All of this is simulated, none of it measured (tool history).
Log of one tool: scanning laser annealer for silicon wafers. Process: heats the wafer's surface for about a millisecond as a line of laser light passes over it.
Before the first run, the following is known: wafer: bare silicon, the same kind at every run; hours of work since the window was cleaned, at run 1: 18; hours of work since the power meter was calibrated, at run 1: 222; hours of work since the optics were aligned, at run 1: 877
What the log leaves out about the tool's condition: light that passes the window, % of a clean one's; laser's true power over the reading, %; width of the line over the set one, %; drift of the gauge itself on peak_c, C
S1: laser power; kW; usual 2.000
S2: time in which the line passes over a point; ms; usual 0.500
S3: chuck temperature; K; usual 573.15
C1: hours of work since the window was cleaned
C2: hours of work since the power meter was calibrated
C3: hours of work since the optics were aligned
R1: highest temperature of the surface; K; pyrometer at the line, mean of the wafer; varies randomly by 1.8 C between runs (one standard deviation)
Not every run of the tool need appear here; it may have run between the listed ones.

Run 1, hour 0.0: usual settings; C1 18; C2 222; C3 877. Result: R1 1308.15 K.
Run 2, hour 6.1: usual settings; C1 23; C2 227; C3 882. Result: R1 1305.15 K.
Run 3, hour 19.6: usual settings; C1 32; C2 236; C3 892. Result: R1 1305.15 K.
Run 4, hour 29.2: usual settings; C1 39; C2 243; C3 899. Result: R1 1307.15 K.
Run 5, hour 41.0: usual settings but S2 0.497 ms; C1 48; C2 252; C3 907. Result: R1 1306.15 K.
Run 6, hour 54.3: usual settings but S2 0.384 ms; C1 57; C2 262; C3 917. Result: R1 1212.15 K.
Run 7, hour 66.4: usual settings but S2 0.384 ms; C1 66; C2 270; C3 925. Result: R1 1211.15 K.
Run 8, hour 80.7: usual settings but S2 0.384 ms; C1 77; C2 281; C3 936. Result: R1 1209.15 K.
Run 9, hour 87.8: usual settings but S2 0.384 ms; C1 82; C2 286; C3 941. Result: R1 1210.15 K.
At hour 90.4: window over the wafer cleaned.
Run 10, hour 102.9: usual settings but S2 0.384 ms; C1 9; C2 295; C3 950. Result: R1 1209.15 K.
Run 11, hour 113.8: usual settings but S3 576.15 K; C1 17; C2 303; C3 958. Result: R1 1304.15 K.
Run 12, hour 124.7: usual settings but S1 1.781 kW, S2 0.507 ms, S3 589.15 K; C1 25; C2 311; C3 966. Result: R1 1223.15 K.
At hour 133.5: window over the wafer cleaned, once more.
Run 13, hour 140.2: usual settings but S1 2.189 kW, S2 0.423 ms; C1 5; C2 321; C3 976. Result: R1 1321.15 K.
Run 14, hour 149.4: usual settings but S1 2.023 kW, S2 0.566 ms, S3 598.15 K; C1 12; C2 327; C3 983. Result: R1 1391.15 K.
Run 15, hour 155.8: usual settings but S1 2.023 kW, S2 0.566 ms, S3 598.15 K; C1 16; C2 332; C3 987. Result: R1 1387.15 K.
Run 16, hour 163.9: usual settings but S1 2.104 kW, S2 0.566 ms, S3 598.15 K; C1 22; C2 338; C3 993. Result: R1 1422.15 K.
Run 17, hour 173.9: usual settings but S1 2.093 kW, S2 0.497 ms, S3 579.15 K; C1 29; C2 345; C3 1000. Result: R1 1352.15 K.
Run 18, hour 186.5: usual settings but S1 1.812 kW, S2 0.367 ms, S3 554.15 K; C1 38; C2 354; C3 1009. Result: R1 1109.15 K.
Run 19, hour 197.0: usual settings but S1 1.798 kW, S2 0.487 ms, S3 545.15 K; C1 46; C2 362; C3 1017. Result: R1 1181.15 K.
Run 20, hour 211.1: usual settings but S1 1.929 kW, S2 0.533 ms, S3 552.15 K; C1 56; C2 372; C3 1027. Result: R1 1274.15 K.

Branching from run 20: 4 alternative next runs. What would each branch give?
Run A, hour 222.9: usual settings but S1 1.837 kW, S2 0.571 ms, S3 539.15 K; C1 65; C2 381; C3 1036. Result: R1 ?.
Run B, hour 222.9: usual settings but S1 2.091 kW, S2 0.605 ms, S3 603.15 K; C1 65; C2 381; C3 1036. Result: R1 ?.
Run C, hour 222.9: usual settings but S2 0.465 ms; C1 65; C2 381; C3 1036. Result: R1 ?.
Run D, hour 222.9: usual settings but S1 1.958 kW, S2 0.421 ms, S3 566.15 K; C1 65; C2 381; C3 1036. Result: R1 ?.

run       R1
  A  1242.15
  B  1447.15
  C  1276.15
  D  1219.15
The same runs, with their run-to-run variation unchanged, on a tool lacking any hidden condition would have given:
run       R1
  A  1253.15
  B  1461.15
  C  1287.15
  D  1230.15

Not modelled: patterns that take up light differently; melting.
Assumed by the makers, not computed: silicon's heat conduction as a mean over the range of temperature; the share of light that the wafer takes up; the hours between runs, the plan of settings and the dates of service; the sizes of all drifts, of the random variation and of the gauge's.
